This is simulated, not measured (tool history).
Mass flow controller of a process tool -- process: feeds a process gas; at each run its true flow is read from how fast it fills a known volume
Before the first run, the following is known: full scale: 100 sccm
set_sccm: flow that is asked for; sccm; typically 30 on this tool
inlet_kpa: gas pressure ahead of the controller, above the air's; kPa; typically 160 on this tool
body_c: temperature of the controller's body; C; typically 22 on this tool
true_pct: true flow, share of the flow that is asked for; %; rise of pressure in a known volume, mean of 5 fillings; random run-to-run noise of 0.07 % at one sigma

run	hour	set_sccm	inlet_kpa	body_c	true_pct
1	0.0	30	160	22	98.13
2	83.8	13	160	22	97.58
3	159.9	30	160	22	98.08
4	284.7	30	160	22	97.96
5	407.1	30	160	27	97.51
6	526.2	30	160	22	97.95
7	652.2	30	160	22	97.82
8	757.3	30	186	22	97.56
9	882.4	30	186	22	97.62
10	984.1	30	186	22	97.45
11	1043.6	30	160	37	96.22
12	1122.8	30	160	37	96.19
13	1192.1	19	160	37	95.74
14	1255.4	19	160	37	95.73
15	1395.0	19	160	37	95.79
16	1535.3	19	160	37	95.63
17	1608.5	19	160	37	95.58
18	1667.9	10	165	23	96.59
19	1733.5	15	187	36	95.31
20	1816.8	48	160	24	97.64
21	1935.8	41	147	30	96.95
22	2004.1	49	241	30	96.57
23	2127.2	49	241	30	96.59
24	2216.3	49	241	30	96.47
25	2335.9	49	241	30	96.37
26	2417.5	49	241	30	96.37
27	2493.3	30	149	22	96.98
# hour 2590.8: gauge calibrated
28	2636.4	30	149	22	98.27
29	2762.5	30	149	22	98.13
30	2866.8	43	163	33	97.47
31	2988.3	43	163	33	97.40
32	3068.9	45	232	37	96.57
33	3214.3	30	248	24	97.12
34	3317.5	22	189	29	96.69

Pick out some run-to-run changes in true_pct. Of each, how much would a tool without hidden state show as well, from the settings, what came in and chance, and how much is left for the hidden state and any gauge scatter not in both results compared?
The hidden state here: flow at rest that the sensor doesn't see, % of full scale; true flow over the shown one, %; drift of the gauge itself on true_pct, %.
Run 15 -> 16: settings left as they were, no log entry in between. true_pct -0.16 %: hidden state -0.08, all else -0.08.
Run 18 -> 19: set_sccm 10 -> 15, inlet_kpa 165 -> 187, body_c 23 -> 36. true_pct -1.28 %: hidden state -0.02, all else -1.26.
Run 19 -> 20: set_sccm 15 -> 48, inlet_kpa 187 -> 160, body_c 36 -> 24. true_pct +2.33 %: hidden state -0.06, all else +2.39.
Run 27 -> 28: gauge calibrated. true_pct +1.29 %: hidden state +1.29, all else +0.00.
Run 32 -> 33: set_sccm 45 -> 30, inlet_kpa 232 -> 248, body_c 37 -> 24. true_pct +0.55 %: hidden state -0.08, all else +0.63.

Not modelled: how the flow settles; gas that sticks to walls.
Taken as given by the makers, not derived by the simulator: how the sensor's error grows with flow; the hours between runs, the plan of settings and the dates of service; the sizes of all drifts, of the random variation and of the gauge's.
